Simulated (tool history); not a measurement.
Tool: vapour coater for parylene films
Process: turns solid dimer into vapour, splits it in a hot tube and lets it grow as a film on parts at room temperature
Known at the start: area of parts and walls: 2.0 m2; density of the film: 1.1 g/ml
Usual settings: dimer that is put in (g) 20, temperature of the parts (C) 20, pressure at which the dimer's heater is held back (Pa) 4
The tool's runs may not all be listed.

run,day,dimer that is put in (g),temperature of the parts (C),pressure at which the dimer's heater is held back (Pa),thickness of the film (um)
1,0,20,20,4,5.74
2,1.317,20,20,4,5.6
3,2.6,20,12,4,6.6
4,3.208,20,12,4,6.6
5,4.15,20,20,4,5.61
6,5.004,20,20,4,5.53
7,6.333,20,20,4,5.49
8,7.075,20,22,4,5.22
9,8.038,20,28,4,4.7
10,9.346,20,28,4,4.66
11,10.442,16,28,4,3.71
12,11.038,20,20,4.08,5.53
13,11.867,20,20,4,5.3
14,12.533,20,20,4,5.38
15,13.729,20,20,4,5.38
16,14.508,18,20,4,4.83
17,15.492,10,20,4,2.68
18,16.579,10,20,4,2.65
19,17.162,10,20,4,2.65
20,17.712,20,20,4,5.34
21,18.279,20,20,4,5.2
22,19.092,20,20,4,5.2
# day 20.296: trap's valve overhauled
23,20.475,20,20,4,5.83
24,21.546,20,20,4,5.74
25,22.833,20,20,4,5.79
26,23.808,9,20,4,2.57
27,24.454,11,14,4,3.49
28,25.138,11,14,4,3.51
29,26.412,11,14,4,3.53
30,26.975,11,14,2.39,3.79
31,27.712,11,14,3.09,3.7
32,28.692,11,18,8.73,2.82
33,29.6,11,18,8.73,2.79
34,30.888,11,18,8.73,2.75
35,32.138,26,15,5.18,7.53
36,32.95,20,20,3.6,5.56
37,33.679,16,31,4,3.52
38,34.238,29,31,4,6.33
39,35.517,17,31,4.94,3.64
40,36.646,8,30,4.94,1.71
41,37.596,19,12,5.18,5.77
42,38.692,13,20,3.24,3.59
43,39.508,16,19,3.07,4.58
44,40.438,16,25,6.09,3.5

Forecast run 45:
45,41.129,13,25,10.62,?

thickness of the film (um): 2.57
Without the tool's hidden state the same run would have given thickness of the film (um) 2.86.
